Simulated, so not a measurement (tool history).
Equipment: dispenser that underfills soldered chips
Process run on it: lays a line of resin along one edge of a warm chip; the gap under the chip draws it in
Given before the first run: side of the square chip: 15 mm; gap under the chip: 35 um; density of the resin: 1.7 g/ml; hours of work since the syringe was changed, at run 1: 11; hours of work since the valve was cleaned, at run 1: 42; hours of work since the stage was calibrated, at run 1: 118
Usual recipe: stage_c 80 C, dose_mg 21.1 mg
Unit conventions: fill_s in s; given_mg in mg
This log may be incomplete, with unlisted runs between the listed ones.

run	hour	stage_c	dose_mg	hours of work since the syringe was changed	hours of work since the valve was cleaned	hours of work since the stage was calibrated	fill_s	given_mg
1	0	80	21.1	11	42	118	1236.6	20.75
# hour 1.2: new syringe of resin
2	6.6	80	21.1	3	46	122	678.5	20.7
3	9.8	80	21.1	6	48	124	790	20.7
4	12.6	80	21.1	7	50	126	926.4	20.75
5	16.5	80	21.1	10	52	128	1139.7	20.68
# hour 19.3: new syringe of resin
6	19.6	80	21.1	0	54	130	514.9	20.72
7	23.9	80	21.1	3	57	133	646.3	20.65
8	30.1	80	20.3	7	61	137	907.3	19.86
# hour 35.4: dispensing valve cleaned and set on the balance
9	36.9	80	20.3	11	1	141	1209.1	20.18
# hour 38.4: new syringe of resin
10	43.1	79	23.4	3	5	144	657.6	23.23
11	48.5	70	21.1	6	8	148	1334.3	20.98
12	52	93	26.2	9	10	150	570	26
# hour 56.7: new syringe of resin
13	58.5	93	26.2	1	14	154	303.9	25.95
14	61.5	93	26.2	3	16	156	348.6	26.01
15	65.2	82	18.5	5	19	158	731.9	18.31
16	70.7	65	25.6	9	22	162	2019	25.33
17	73.9	84	23.3	11	24	164	991.2	23.01

Consider 3 possible next runs. They are alternatives, not a sequence: every one starts from the tool as it was left by run 17. What does each give?
# hour 74.8: new syringe of resin
A	77	91	21.8	1	26	166	?	?
# hour 74.8: new syringe of resin
B	77	68	23.1	1	26	166	?	?
# hour 74.8: new syringe of resin
C	77	85	18	1	26	166	?	?

run	fill_s	given_mg
A	347.8	21.63
B	984.6	22.83
C	470.2	17.8
With the hidden condition removed and each run's random variation left untouched, the same runs would have given:
run	fill_s	given_mg
A	315.6	21.88
B	896.2	23.1
C	426.2	18.01

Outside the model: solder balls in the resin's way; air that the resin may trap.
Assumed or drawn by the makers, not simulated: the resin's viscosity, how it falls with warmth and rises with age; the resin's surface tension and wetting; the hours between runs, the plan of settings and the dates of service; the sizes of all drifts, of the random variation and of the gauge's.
